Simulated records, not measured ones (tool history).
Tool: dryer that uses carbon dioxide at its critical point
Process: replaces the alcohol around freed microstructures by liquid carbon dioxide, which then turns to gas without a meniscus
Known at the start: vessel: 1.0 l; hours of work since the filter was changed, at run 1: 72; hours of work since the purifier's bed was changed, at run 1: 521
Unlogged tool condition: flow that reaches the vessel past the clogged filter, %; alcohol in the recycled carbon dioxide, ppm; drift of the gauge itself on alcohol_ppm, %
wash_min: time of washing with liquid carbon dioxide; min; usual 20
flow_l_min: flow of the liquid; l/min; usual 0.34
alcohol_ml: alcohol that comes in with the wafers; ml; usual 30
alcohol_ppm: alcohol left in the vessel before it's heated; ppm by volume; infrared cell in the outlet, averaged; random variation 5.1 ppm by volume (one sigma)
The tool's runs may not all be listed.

run,day,wash_min,flow_l_min,alcohol_ml,hours of work since the filter was changed,hours of work since the purifier's bed was changed,alcohol_ppm
1,0,20,0.34,30,72,521,125
2,1.362,20,0.223,30,92,541,615
3,2.125,20,0.223,30,103,552,645
4,3.408,20,0.34,30,121,570,131
5,4.112,20,0.34,30,132,581,135
6,4.938,20,0.34,61,144,593,213
7,5.783,20,0.34,31,156,605,146
8,6.633,24,0.34,30,168,617,92
9,7.717,20,0.34,66,184,633,244
10,8.646,20,0.34,30,198,647,148
11,9.9,20,0.34,30,216,665,151
12,10.504,20,0.256,30,225,674,465
13,11.371,18,0.363,26,237,686,165
14,12.442,18,0.363,26,253,702,189
15,13.267,18,0.403,23,265,714,124
16,13.988,22,0.403,23,275,724,100
17,15.404,22,0.267,44,296,745,435
18,16.112,20,0.34,100,306,755,456
19,16.992,29,0.492,95,319,768,80
20,18.292,28,0.34,33,338,787,94
21,19.667,24,0.242,59,358,807,687
# day 20.096: inlet filter changed
22,20.558,20,0.34,20,7,819,116
23,21.596,14,0.563,55,22,834,111

What if the next run were any one of these 3? Each begins from the tool's condition after run 23:
A,22.908,26,0.485,119,41,853,?
B,22.908,19,0.242,55,41,853,?
C,22.908,18,0.301,55,41,853,?

run,alcohol_ppm
A,86
B,926
C,466
With no hidden state in the tool, these same runs would have given:
run,alcohol_ppm
A,3
B,778
C,347
